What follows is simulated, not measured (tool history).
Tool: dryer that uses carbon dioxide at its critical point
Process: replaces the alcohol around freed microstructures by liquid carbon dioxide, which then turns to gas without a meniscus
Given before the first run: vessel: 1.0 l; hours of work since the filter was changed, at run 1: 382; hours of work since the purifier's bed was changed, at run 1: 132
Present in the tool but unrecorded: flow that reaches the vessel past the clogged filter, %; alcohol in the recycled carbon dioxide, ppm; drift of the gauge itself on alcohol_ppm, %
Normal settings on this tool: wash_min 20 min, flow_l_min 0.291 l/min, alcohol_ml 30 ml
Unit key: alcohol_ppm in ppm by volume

run   hour  wash_min  flow_l_min  alcohol_ml  hours of work since the filter was changed  hours of work since the purifier's bed was changed  alcohol_ppm
  1      0        20       0.291          30                                         382                                                 132          171
  2   42.7        20       0.291          30                                         410                                                 160          193
  3   70.8        20       0.291          30                                         429                                                 179          188
  4    114        20       0.291          30                                         458                                                 208          214
  5    153        20       0.291          30                                         484                                                 234          216
  6  194.9        20       0.343          30                                         512                                                 262          142
  7  230.2        20       0.291          42                                         536                                                 286          293
  8  259.6        20       0.291          42                                         555                                                 306          313
  9  287.7        20       0.291          56                                         574                                                 324          351
 10  314.6        20       0.291          30                                         592                                                 342          245
     317.6  -- inlet filter changed
 11  352.3        20       0.291          30                                          23                                                 367          237
 12  389.7        20       0.291          30                                          48                                                 392          235
 13  421.9        20       0.291          30                                          70                                                 413          248
 14  451.1        20       0.291          30                                          89                                                 433          258
 15  481.7        20       0.291          30                                         110                                                 453          272
 16  522.7        20       0.199          46                                         137                                                 481         1135
 17  553.2        22       0.436          50                                         158                                                 501          179
 18  596.8        12       0.383          92                                         187                                                 530         1361
 19  638.9        28       0.318          24                                         215                                                 559          198
 20  680.1        18       0.397          24                                         243                                                 586          237
 21  702.5        31       0.484          30                                         258                                                 601          203
 22    737        25       0.426          46                                         281                                                 624          224
 23  780.5        19       0.202          30                                         310                                                 653          965

Predict the results of run 24:
 24   824        19       0.202          30                                         339                                                 682            ?

Run 24 produced alcohol_ppm 987 ppm by volume.
Had the tool carried no hidden state, the very same run would have given alcohol_ppm 671 ppm by volume.

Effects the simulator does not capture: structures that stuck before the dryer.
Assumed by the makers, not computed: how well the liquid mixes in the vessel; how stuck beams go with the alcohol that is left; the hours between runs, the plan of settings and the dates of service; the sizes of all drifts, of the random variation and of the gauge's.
